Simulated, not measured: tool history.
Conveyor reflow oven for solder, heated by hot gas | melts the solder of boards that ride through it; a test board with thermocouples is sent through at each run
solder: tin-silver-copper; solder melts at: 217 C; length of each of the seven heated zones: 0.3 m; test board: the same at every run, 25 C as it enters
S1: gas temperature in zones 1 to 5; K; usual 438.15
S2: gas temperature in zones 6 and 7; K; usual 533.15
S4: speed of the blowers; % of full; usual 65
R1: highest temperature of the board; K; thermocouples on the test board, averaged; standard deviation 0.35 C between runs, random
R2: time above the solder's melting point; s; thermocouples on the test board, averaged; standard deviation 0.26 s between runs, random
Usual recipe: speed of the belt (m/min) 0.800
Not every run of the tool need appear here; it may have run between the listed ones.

Run 1, hour 0.0: usual settings. Result: R1 509.15 K, R2 21.5 s.
Run 2, hour 31.9: usual settings. Result: R1 509.55 K, R2 21.8 s.
Run 3, hour 56.6: usual settings. Result: R1 509.15 K, R2 21.6 s.
At hour 84.4: flux residue cleaned out of gas plates and filters.
Run 4, hour 99.8: usual settings. Result: R1 511.85 K, R2 23.9 s.
Run 5, hour 140.0: usual settings. Result: R1 511.15 K, R2 23.7 s.
Run 6, hour 180.1: usual settings but S1 432.15 K, S2 530.15 K. Result: R1 507.65 K, R2 20.0 s.
Run 7, hour 212.0: usual settings but S1 447.15 K. Result: R1 512.95 K, R2 26.3 s.
Run 8, hour 239.0: usual settings but speed of the belt (m/min) 0.648, S4 70 % of full. Result: R1 519.05 K, R2 36.5 s.
Run 9, hour 269.5: usual settings but S1 434.15 K, speed of the belt (m/min) 0.918, S4 70 % of full. Result: R1 505.15 K, R2 15.4 s.
Run 10, hour 310.4: usual settings but S1 444.15 K, speed of the belt (m/min) 0.659. Result: R1 517.85 K, R2 36.8 s.

4 options for the next run, each taken on its own from the tool as it stands now. Forecast them:
Run A, hour 330.2: usual settings but S1 444.15 K, speed of the belt (m/min) 0.752. Result: R1 ?, R2 ?.
Run B, hour 330.2: usual settings but speed of the belt (m/min) 0.659. Result: R1 ?, R2 ?.
Run C, hour 330.2: usual settings but S2 539.15 K. Result: R1 ?, R2 ?.
Run D, hour 330.2: usual settings but S1 439.15 K, S2 535.15 K, speed of the belt (m/min) 0.659. Result: R1 ?, R2 ?.

run      R1    R2
  A  514.45  28.0
  B  516.95  34.6
  C  515.15  26.0
  D  518.85  36.1
Had the tool no hidden state, the same runs would have come out as:
run      R1    R2
  A  517.05  29.6
  B  519.55  36.2
  C  517.95  27.5
  D  521.45  37.5

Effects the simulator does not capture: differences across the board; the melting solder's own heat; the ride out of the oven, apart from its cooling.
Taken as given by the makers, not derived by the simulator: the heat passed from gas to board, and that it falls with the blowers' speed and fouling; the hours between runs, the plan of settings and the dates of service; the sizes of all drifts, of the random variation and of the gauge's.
